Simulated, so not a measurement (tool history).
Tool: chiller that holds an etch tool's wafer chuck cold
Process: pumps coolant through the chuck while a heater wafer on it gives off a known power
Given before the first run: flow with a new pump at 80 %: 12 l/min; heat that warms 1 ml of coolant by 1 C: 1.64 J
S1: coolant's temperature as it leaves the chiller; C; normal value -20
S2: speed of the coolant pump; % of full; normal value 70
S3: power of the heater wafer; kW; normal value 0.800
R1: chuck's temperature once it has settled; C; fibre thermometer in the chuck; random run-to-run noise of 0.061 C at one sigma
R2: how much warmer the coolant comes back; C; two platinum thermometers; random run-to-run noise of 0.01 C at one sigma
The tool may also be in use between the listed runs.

run 1 hour=0.0 | S1=-20 S2=70 S3=0.800 | R1=-12.90 R2=2.93
run 2 hour=125.2 | S1=-20 S2=70 S3=0.800 | R1=-12.87 R2=2.91
run 3 hour=192.9 | S1=-20 S2=70 S3=0.800 | R1=-12.75 R2=2.92
run 4 hour=336.0 | S1=-20 S2=70 S3=0.800 | R1=-12.81 R2=2.93
-- hour=352.8 coolant pump overhauled
run 5 hour=456.0 | S1=-20 S2=79 S3=0.800 | R1=-13.33 R2=2.71
-- hour=496.5 chiller's thermometer calibrated
run 6 hour=582.6 | S1=-24 S2=70 S3=0.478 | R1=-19.33 R2=1.83
run 7 hour=678.0 | S1=-20 S2=67 S3=0.800 | R1=-11.83 R2=3.19
run 8 hour=747.1 | S1=-20 S2=97 S3=0.800 | R1=-13.97 R2=2.25
run 9 hour=849.9 | S1=-20 S2=97 S3=0.800 | R1=-14.13 R2=2.23
run 10 hour=915.4 | S1=-15 S2=61 S3=0.771 | R1=-6.44 R2=3.38

Alternative continuations, all from the tool just after run 10; predict every row:
run A hour=1048.7 | S1=-18 S2=61 S3=0.979 | R1=? R2=?
run B hour=1048.7 | S1=-17 S2=70 S3=1.044 | R1=? R2=?
run C hour=1048.7 | S1=-20 S2=70 S3=0.544 | R1=? R2=?
run D hour=1048.7 | S1=-20 S2=76 S3=0.948 | R1=? R2=?
run E hour=1048.7 | S1=-26 S2=61 S3=0.771 | R1=? R2=?

run=A R1=-7.06 R2=4.29
run=B R1=-6.63 R2=4.02
run=C R1=-14.59 R2=2.08
run=D R1=-11.19 R2=3.37
run=E R1=-17.46 R2=3.40
With no hidden state in the tool, these same runs would have given:
run=A R1=-9.38 R2=3.86
run=B R1=-8.84 R2=3.61
run=C R1=-15.72 R2=1.87
run=D R1=-13.05 R2=3.02
run=E R1=-19.29 R2=3.06

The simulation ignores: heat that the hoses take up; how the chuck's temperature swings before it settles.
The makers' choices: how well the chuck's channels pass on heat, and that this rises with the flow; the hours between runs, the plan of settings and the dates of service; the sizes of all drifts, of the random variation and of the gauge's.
